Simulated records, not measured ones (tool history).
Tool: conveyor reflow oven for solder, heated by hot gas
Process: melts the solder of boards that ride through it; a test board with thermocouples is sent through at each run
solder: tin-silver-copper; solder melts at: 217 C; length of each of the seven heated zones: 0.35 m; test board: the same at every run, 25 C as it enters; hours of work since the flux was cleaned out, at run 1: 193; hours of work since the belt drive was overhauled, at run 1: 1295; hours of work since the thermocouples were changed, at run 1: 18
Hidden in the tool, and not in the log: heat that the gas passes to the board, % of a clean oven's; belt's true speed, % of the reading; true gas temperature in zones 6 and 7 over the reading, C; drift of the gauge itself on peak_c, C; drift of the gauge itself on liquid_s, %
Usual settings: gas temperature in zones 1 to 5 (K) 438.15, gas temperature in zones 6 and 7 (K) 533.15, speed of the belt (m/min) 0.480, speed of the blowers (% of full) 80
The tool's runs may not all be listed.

run    hour  gas temperature in zones 1 to 5 (K)  gas temperature in zones 6 and 7 (K)  speed of the belt (m/min)  speed of the blowers (% of full)  hours of work since the flux was cleaned out  hours of work since the belt drive was overhauled  hours of work since the thermocouples were changed  highest temperature of the board (K)  time above the solder's melting point (s)
  1     0.0                               438.15                                533.15                      0.480                                80                                           193                                               1295                                                  18                                522.75                                       65.2
       81.6  -- flux residue cleaned out of gas plates and filters
  2    83.5                               438.15                                533.15                      0.480                                74                                             1                                               1347                                                  70                                522.95                                       65.2
      129.4  -- belt drive overhauled, speed set with a stopwatch
  3   155.1                               438.15                                533.15                      0.480                                74                                            46                                                 17                                                 116                                522.55                                       65.6
  4   228.8                               438.15                                533.15                      0.480                                74                                            96                                                 66                                                 165                                522.75                                       65.1
  5   290.3                               438.15                                533.15                      0.539                                80                                           137                                                107                                                 206                                520.15                                       55.5
  6   344.7                               438.15                                526.15                      0.539                                80                                           173                                                144                                                 242                                513.85                                       49.6
  7   411.5                               438.15                                533.15                      0.480                                59                                           218                                                188                                                 287                                517.15                                       58.4
      457.5  -- flux residue cleaned out of gas plates and filters
  8   463.6                               438.15                                533.15                      0.480                                80                                             4                                                220                                                 318                                523.95                                       67.6
  9   503.0                               438.15                                533.15                      0.480                                80                                            30                                                246                                                 344                                523.35                                       67.5
      535.5  -- belt drive overhauled, speed set with a stopwatch, once more
 10   546.3                               438.15                                533.15                      0.480                                80                                            57                                                  7                                                 371                                521.65                                       61.3
 11   624.2                               438.15                                533.15                      0.464                                80                                           109                                                 59                                                 423                                522.05                                       63.9
 12   704.6                               438.15                                533.15                      0.464                                80                                           162                                                113                                                 476                                522.35                                       63.7
 13   762.1                               438.15                                533.15                      0.464                                80                                           201                                                151                                                 515                                521.85                                       63.8
 14   817.7                               438.15                                533.15                      0.464                                80                                           238                                                188                                                 552                                521.35                                       63.6
      835.1  -- flux residue cleaned out of gas plates and filters
 15   883.2                               438.15                                545.15                      0.480                                80                                            32                                                229                                                 592                                532.55                                       69.9
 16   937.9                               436.15                                537.15                      0.480                                80                                            69                                                265                                                 629                                524.55                                       63.9
 17  1009.5                               436.15                                537.15                      0.480                                80                                           116                                                313                                                 676                                525.45                                       62.8
 18  1068.2                               437.15                                546.15                      0.557                                80                                           156                                                352                                                 716                                528.45                                       55.7
 19  1133.3                               437.15                                546.15                      0.557                                80                                           199                                                396                                                 759                                527.55                                       54.8
 20  1174.2                               437.15                                527.15                      0.557                                79                                           226                                                423                                                 786                                510.25                                       40.7
     1206.9  -- flux residue cleaned out of gas plates and filters
 21  1256.5                               438.15                                536.15                      0.480                                80                                            33                                                475                                                 838                                523.75                                       64.5
     1292.7  -- thermocouples of zones 6 and 7 changed
 22  1319.3                               438.15                                536.15                      0.480                                80                                            74                                                515                                                  18                                525.05                                       65.7
 23  1368.7                               443.15                                535.15                      0.466                                59                                           107                                                548                                                  51                                520.05                                       61.6
 24  1405.2                               443.15                                535.15                      0.466                                59                                           131                                                572                                                  75                                520.25                                       62.6
 25  1484.4                               426.15                                538.15                      0.466                                69                                           184                                                625                                                 128                                523.15                                       60.0
 26  1521.0                               426.15                                536.15                      0.466                                73                                           208                                                650                                                 152                                522.25                                       60.0
     1580.3  -- flux residue cleaned out of gas plates and filters
 27  1606.0                               426.15                                536.15                      0.466                                73                                            17                                                703                                                 206                                523.15                                       61.6
 28  1676.8                               426.15                                536.15                      0.466                                73                                            64                                                750                                                 253                                522.05                                       60.9
 29  1712.6                               426.15                                536.15                      0.466                                73                                            88                                                774                                                 277                                523.05                                       61.1

Forecast each of these 4 alternatives for the next run:
  A  1781.3                               438.15                                538.15                      0.532                                66                                           134                                                820                                                 323                                     ?                                          ?
  B  1781.3                               426.15                                527.15                      0.451                                73                                           134                                                820                                                 323                                     ?                                          ?
  C  1781.3                               446.15                                521.15                      0.466                                81                                           134                                                820                                                 323                                     ?                                          ?
  D  1781.3                               429.15                                533.15                      0.480                                67                                           134                                                820                                                 323                                     ?                                          ?

run  highest temperature of the board (K)  time above the solder's melting point (s)
  A                                519.55                                       52.4
  B                                514.55                                       55.8
  C                                512.35                                       59.5
  D                                516.75                                       53.0
Without the tool's hidden state the same runs would have given:
run  highest temperature of the board (K)  time above the solder's melting point (s)
  A                                520.35                                       51.7
  B                                515.45                                       55.5
  C                                513.25                                       59.2
  D                                517.55                                       52.5
